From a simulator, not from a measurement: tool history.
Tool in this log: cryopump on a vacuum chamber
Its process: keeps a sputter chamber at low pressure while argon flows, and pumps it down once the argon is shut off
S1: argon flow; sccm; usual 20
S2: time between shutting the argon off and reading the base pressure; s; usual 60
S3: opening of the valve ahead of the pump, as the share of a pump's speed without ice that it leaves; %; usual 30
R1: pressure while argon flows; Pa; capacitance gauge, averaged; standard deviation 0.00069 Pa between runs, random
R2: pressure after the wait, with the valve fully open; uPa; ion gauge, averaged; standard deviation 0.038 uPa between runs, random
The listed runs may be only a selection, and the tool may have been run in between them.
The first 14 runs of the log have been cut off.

run	day	S1	S2	S3	R1	R2
15	36.912	20	60	30	0.1318	2.52
16	38.971	20	60	30	0.1345	2.62
17	42.271	21	76	24	0.173	2.21
# day 42.867: pump warmed up, emptied and cooled again
18	44.712	21	299	48	0.0806	0.97
19	47.208	19	60	30	0.1165	2.41
20	49.175	19	60	30	0.1156	2.41
21	52	18	231	30	0.112	1.08
22	55.262	18	231	30	0.1126	1.09
23	58.6	12	285	34	0.0675	1.11
24	60.608	12	285	34	0.0674	1.12
25	63.125	19	198	23	0.1574	1.29
26	65.588	31	22	36	0.1722	5.68
27	67.45	31	84	45	0.1414	2.05
28	69.271	35	53	59	0.1298	2.91
29	71.288	35	53	59	0.1312	2.83
30	73.362	35	53	59	0.1333	2.95
31	74.771	35	53	30	0.2373	2.95

Forecast each of these 3 alternatives for the next run:
# day 75.65: pump warmed up, emptied and cooled again
A	78.054	35	73	30	?	?
# day 75.65: pump warmed up, emptied and cooled again
B	78.054	9	297	30	?	?
# day 75.65: pump warmed up, emptied and cooled again
C	78.054	20	121	30	?	?

run	R1	R2
A	0.2131	2.13
B	0.055	1.05
C	0.1222	1.56
What these runs would have given with no unlogged condition in the tool:
run	R1	R2
A	0.2108	1.79
B	0.0544	0.71
C	0.1209	1.23
